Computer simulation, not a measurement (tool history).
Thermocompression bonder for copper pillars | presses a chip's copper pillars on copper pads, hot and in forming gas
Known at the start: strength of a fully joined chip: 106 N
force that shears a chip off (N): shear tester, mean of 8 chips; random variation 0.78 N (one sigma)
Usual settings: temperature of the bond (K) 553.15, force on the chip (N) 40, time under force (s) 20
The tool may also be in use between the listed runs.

run    hour  temperature of the bond (K)  force on the chip (N)  time under force (s)  force that shears a chip off (N)
  1       0                       553.15                     40                    20                              51.7
  2    68.2                       553.15                     40                    34                              62.4
  3   125.3                       553.15                     40                    34                                60
  4   162.5                       553.15                     26                    20                                31
  5   228.6                       553.15                     26                    20                              31.4
  6   305.1                       553.15                     40                    20                              45.9
  7   353.3                       553.15                     40                    20                              45.6
  8   433.2                       553.15                     40                    20                              50.6
  9   492.5                       535.15                     40                    20                              41.2
 10   554.5                       553.15                     40                    23                              49.4
 11   623.4                       553.15                     38                    23                              47.7
 12   674.9                       553.15                     38                    23                              45.6
 13   757.7                       553.15                     40                    20                              44.4
 14   814.3                       553.15                     50                    20                              59.6
 15   849.6                       553.15                     50                    20                              60.8
 16   896.9                       560.15                     50                    20                              63.3
 17   973.9                       553.15                     48                    20                              55.5
 18  1030.2                       553.15                     48                    20                                55
 19  1112.1                       553.15                     40                    47                              57.6
 20  1184.8                       553.15                     40                    20                              48.3
 21  1241.1                       540.15                     39                    26                              47.9
 22  1315.7                       527.15                     39                    26                                41
 23  1372.6                       536.15                     40                    20                              41.3
 24  1430.7                       536.15                     32                    20                              36.7
 25  1502.7                       547.15                     24                    27                              32.8
 26  1579.4                       547.15                     24                    27                              32.6
 27  1633.7                       583.15                     40                    20                              72.5
 28  1672.5                       527.15                     43                    32                              55.8
 29  1722.4                       580.15                     60                    46                              96.5
 30  1786.1                       578.15                     40                    20                              65.6
 31    1833                       554.15                     32                    17                              40.9
 32  1907.3                       555.15                     57                    21                              71.8
 33  1941.5                       580.15                     51                    11                              65.8
 34    1987                       558.15                     44                    13                              50.8
 35  2026.5                       559.15                     36                    34                              64.2
 36  2097.1                       540.15                     40                    20                              48.4
 37  2141.2                       540.15                     40                    20                              47.1
 38  2208.1                       568.15                     32                    20                              48.2
 39  2264.8                       553.15                     28                    20                              36.2

Taken out of this log: 7 entries between the listed runs. Where each belongs, and how the hidden state differs across it:
Between runs 7 and 8: forming gas filter changed (hour 368.6)
  true temperature of the bond over the reading, C: -10.2 -> -10.5; force that reaches the chip, % of what is set: 94.5 -> 94.2; oxide that the forming gas leaves, % of the face: 12.74 -> 2.46
  measured less the result without the state, force that shears a chip off (N): -14.7 -> -9.6
Between runs 13 and 14: forming gas filter changed (hour 775.5)
  true temperature of the bond over the reading, C: -11.7 -> -11.9; force that reaches the chip, % of what is set: 92.9 -> 92.7; oxide that the forming gas leaves, % of the face: 12.08 -> 1.63
  measured less the result without the state, force that shears a chip off (N): -15.6 -> -10.9
Between runs 19 and 20: forming gas filter changed (hour 1183.4)
  true temperature of the bond over the reading, C: -13.1 -> -13.4; force that reaches the chip, % of what is set: 91.5 -> 91.2; oxide that the forming gas leaves, % of the face: 10.42 -> 0.68
  measured less the result without the state, force that shears a chip off (N): -18.1 -> -11.7
Between runs 20 and 21: force cell calibrated (hour 1215.5)
  true temperature of the bond over the reading, C: -13.4 -> -13.6; force that reaches the chip, % of what is set: 91.2 -> 99.9; oxide that the forming gas leaves, % of the face: 0.68 -> 2.34
  measured less the result without the state, force that shears a chip off (N): -11.7 -> -8.3
Between runs 23 and 24: heater calibrated with a thermocouple chip (hour 1413.9)
  true temperature of the bond over the reading, C: -14.2 -> 0.5; force that reaches the chip, % of what is set: 99.4 -> 99.1; oxide that the forming gas leaves, % of the face: 5.93 -> 7.79
  measured less the result without the state, force that shears a chip off (N): -10.1 -> -3.1
Between runs 26 and 27: forming gas filter changed (hour 1593.5)
  true temperature of the bond over the reading, C: -0.1 -> -0.3; force that reaches the chip, % of what is set: 98.5 -> 98.3; oxide that the forming gas leaves, % of the face: 12.43 -> 1.73
  measured less the result without the state, force that shears a chip off (N): -5.1 -> -1.9
Between runs 34 and 35: forming gas filter changed (hour 1998.1)
  true temperature of the bond over the reading, C: -1.6 -> -1.8; force that reaches the chip, % of what is set: 96.8 -> 96.7; oxide that the forming gas leaves, % of the face: 11.98 -> 1.38
  measured less the result without the state, force that shears a chip off (N): -9.2 -> -3.3

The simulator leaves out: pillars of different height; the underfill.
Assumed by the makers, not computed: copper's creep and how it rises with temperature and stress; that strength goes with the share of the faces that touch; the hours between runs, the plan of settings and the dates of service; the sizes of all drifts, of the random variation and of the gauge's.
